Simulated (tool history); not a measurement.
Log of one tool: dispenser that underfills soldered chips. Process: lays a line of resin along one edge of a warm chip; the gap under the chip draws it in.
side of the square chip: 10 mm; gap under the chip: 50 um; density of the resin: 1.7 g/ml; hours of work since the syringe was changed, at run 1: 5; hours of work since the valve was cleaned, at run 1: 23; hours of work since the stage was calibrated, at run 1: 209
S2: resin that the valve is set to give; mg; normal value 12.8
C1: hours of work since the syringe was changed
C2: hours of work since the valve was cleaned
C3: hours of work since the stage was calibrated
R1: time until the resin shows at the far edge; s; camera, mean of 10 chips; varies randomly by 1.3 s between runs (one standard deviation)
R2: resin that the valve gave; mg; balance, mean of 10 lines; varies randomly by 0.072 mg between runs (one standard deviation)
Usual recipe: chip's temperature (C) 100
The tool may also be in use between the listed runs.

Run 1, hour 0: usual settings; C1 5; C2 23; C3 209. Result: R1 155.1 s, R2 12.64 mg.
At hour 9.7: new syringe of resin.
Run 2, hour 9.8: usual settings; C1 0; C2 29; C3 216. Result: R1 130.2 s, R2 12.47 mg.
Run 3, hour 24.3: usual settings; C1 9; C2 38; C3 225. Result: R1 194.7 s, R2 12.23 mg.
At hour 27.4: new syringe of resin.
Run 4, hour 40.4: usual settings but S2 14.7 mg; C1 8; C2 48; C3 235. Result: R1 181.7 s, R2 13.98 mg.
At hour 45.4: new syringe of resin.
Run 5, hour 53.5: usual settings; C1 5; C2 57; C3 243. Result: R1 159.7 s, R2 12.07 mg.
At hour 60.3: dispensing valve cleaned and set on the balance.
At hour 63.5: new syringe of resin.
Run 6, hour 64.2: usual settings; C1 0; C2 2; C3 249. Result: R1 130.8 s, R2 12.79 mg.
Run 7, hour 78.6: usual settings; C1 10; C2 12; C3 258. Result: R1 195.9 s, R2 12.64 mg.
At hour 80.9: new syringe of resin.
Run 8, hour 88.2: usual settings; C1 5; C2 17; C3 264. Result: R1 159.4 s, R2 12.6 mg.
Run 9, hour 95.6: usual settings but S2 14.8 mg; C1 9; C2 22; C3 269. Result: R1 188.9 s, R2 14.36 mg.
At hour 98.4: new syringe of resin.
Run 10, hour 107.9: usual settings but S2 14.6 mg; C1 6; C2 30; C3 277. Result: R1 160.3 s, R2 14.2 mg.
At hour 115.3: new syringe of resin.
Run 11, hour 118.6: usual settings but S2 14 mg; C1 2; C2 37; C3 283. Result: R1 142.4 s, R2 13.47 mg.
Run 12, hour 131.7: usual settings but S2 14 mg; C1 10; C2 45; C3 292. Result: R1 198.6 s, R2 13.39 mg.
At hour 133.1: new syringe of resin.
Run 13, hour 145.4: usual settings but S2 14 mg; C1 8; C2 53; C3 300. Result: R1 176.3 s, R2 13.23 mg.
At hour 150.5: new syringe of resin.
At hour 158.2: dispensing valve cleaned and set on the balance.
Run 14, hour 158.8: usual settings but chip's temperature (C) 89; C1 5; C2 0; C3 308. Result: R1 229.2 s, R2 12.78 mg.
At hour 168.7: new syringe of resin.
Run 15, hour 172.6: usual settings but chip's temperature (C) 95; C1 2; C2 9; C3 317. Result: R1 167.7 s, R2 12.65 mg.
Run 16, hour 184.2: usual settings but chip's temperature (C) 95; C1 10; C2 16; C3 324. Result: R1 234.9 s, R2 12.57 mg.
At hour 185.7: new syringe of resin.
Run 17, hour 201.1: usual settings but chip's temperature (C) 95; C1 10; C2 27; C3 335. Result: R1 235.2 s, R2 12.44 mg.
At hour 202.9: new syringe of resin.
Run 18, hour 212.4: usual settings; C1 6; C2 34; C3 342. Result: R1 173.3 s, R2 12.5 mg.
At hour 220.5: new syringe of resin.
Run 19, hour 223.9: usual settings but chip's temperature (C) 94, S2 11.6 mg; C1 2; C2 41; C3 349. Result: R1 179.7 s, R2 11.12 mg.
At hour 237.7: new syringe of resin.
Run 20, hour 241.2: usual settings but chip's temperature (C) 90, S2 11.8 mg; C1 2; C2 52; C3 360. Result: R1 207.7 s, R2 11.16 mg.
At hour 255.2: dispensing valve cleaned and set on the balance.
Run 21, hour 255.2: usual settings but chip's temperature (C) 107, S2 15.2 mg; C1 11; C2 0; C3 368. Result: R1 159.7 s, R2 15.16 mg.
At hour 256.9: new syringe of resin.
At hour 257.9: stage's temperature calibrated.
Run 22, hour 272.5: usual settings but chip's temperature (C) 107, S2 15.2 mg; C1 9; C2 10; C3 9. Result: R1 142.8 s, R2 15.14 mg.
At hour 275.7: new syringe of resin.
Run 23, hour 285.1: usual settings but chip's temperature (C) 107, S2 15.2 mg; C1 6; C2 18; C3 17. Result: R1 125.9 s, R2 14.87 mg.
At hour 293.7: new syringe of resin.
Run 24, hour 295.3: usual settings but chip's temperature (C) 107, S2 15.2 mg; C1 1; C2 24; C3 24. Result: R1 99.1 s, R2 14.78 mg.
Run 25, hour 306.6: usual settings but chip's temperature (C) 97, S2 12.7 mg; C1 8; C2 32; C3 31. Result: R1 192.5 s, R2 12.23 mg.
At hour 311.1: new syringe of resin.
Run 26, hour 322.5: usual settings but chip's temperature (C) 97, S2 12.7 mg; C1 7; C2 42; C3 41. Result: R1 187 s, R2 12.18 mg.
At hour 329: new syringe of resin.
Run 27, hour 330.7: usual settings but chip's temperature (C) 97, S2 12.7 mg; C1 1; C2 47; C3 46. Result: R1 144.9 s, R2 12.09 mg.

Run 28 is up next; what results do you expect?
Run 28, hour 343.2: usual settings but chip's temperature (C) 97, S2 12.7 mg; C1 9; C2 55; C3 54. Result: R1 ?, R2 ?.

R1: 207 s
R2: 11.93 mg
Minus the tool's unlogged condition, the same run would have read R1 135.9 s, R2 12.63 mg.
